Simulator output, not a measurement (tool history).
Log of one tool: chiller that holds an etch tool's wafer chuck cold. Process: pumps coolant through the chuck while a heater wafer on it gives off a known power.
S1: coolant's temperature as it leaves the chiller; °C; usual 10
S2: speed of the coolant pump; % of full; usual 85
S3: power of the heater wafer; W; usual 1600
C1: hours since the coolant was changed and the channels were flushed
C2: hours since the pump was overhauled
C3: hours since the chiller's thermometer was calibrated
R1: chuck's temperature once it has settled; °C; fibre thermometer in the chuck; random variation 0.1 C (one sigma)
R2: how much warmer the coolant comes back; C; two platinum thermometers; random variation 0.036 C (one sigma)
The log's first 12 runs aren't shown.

{"run": 13, "hour": 1626.8, "S1": 10, "S2": 85, "S3": 1600, "C1": 374, "C2": 1620, "C3": 1498, "R1": 21.6, "R2": 6.83}
{"run": 14, "hour": 1771.9, "S1": 10, "S2": 85, "S3": 1600, "C1": 519, "C2": 1765, "C3": 1643, "R1": 21.7, "R2": 6.91}
{"run": 15, "hour": 1872.7, "S1": 10, "S2": 85, "S3": 2283, "C1": 620, "C2": 1866, "C3": 1744, "R1": 27, "R2": 9.81}
{"run": 16, "hour": 2043.4, "S1": 10, "S2": 85, "S3": 962, "C1": 791, "C2": 2036, "C3": 1914, "R1": 17, "R2": 4.16}
{"run": 17, "hour": 2249.0, "S1": 10, "S2": 85, "S3": 962, "C1": 996, "C2": 2242, "C3": 2120, "R1": 17.1, "R2": 4.14}
{"run": 18, "hour": 2464.1, "S1": 10, "S2": 85, "S3": 1225, "C1": 1212, "C2": 2457, "C3": 2335, "R1": 19.2, "R2": 5.31}
{"run": 19, "hour": 2607.0, "S1": 10, "S2": 76, "S3": 1316, "C1": 1354, "C2": 2600, "C3": 2478, "R1": 20.5, "R2": 6.29}
{"run": 20, "hour": 2778.0, "S1": 10, "S2": 76, "S3": 1316, "C1": 1525, "C2": 2771, "C3": 2649, "R1": 20.7, "R2": 6.34}
{"run": 21, "hour": 2985.4, "S1": 10, "S2": 76, "S3": 1316, "C1": 1733, "C2": 2978, "C3": 2856, "R1": 20.8, "R2": 6.41}
{"hour": 3000.9, "done": "chiller's thermometer calibrated"}
{"run": 22, "hour": 3092.4, "S1": 16, "S2": 62, "S3": 1513, "C1": 1839, "C2": 3084, "C3": 91, "R1": 30.9, "R2": 8.94}
{"run": 23, "hour": 3256.2, "S1": 10, "S2": 82, "S3": 1612, "C1": 2003, "C2": 3248, "C3": 255, "R1": 23.2, "R2": 7.27}

The next listed run, before its measurement:
{"run": 24, "hour": 3374.8, "S1": 10, "S2": 82, "S3": 1612, "C1": 2121, "C2": 3367, "C3": 374, "R1": "?", "R2": "?"}

R1: 23.2 °C
R2: 7.36 C
Without the tool's hidden state the same run would have given R1 21.6 °C, R2 6.91 C.
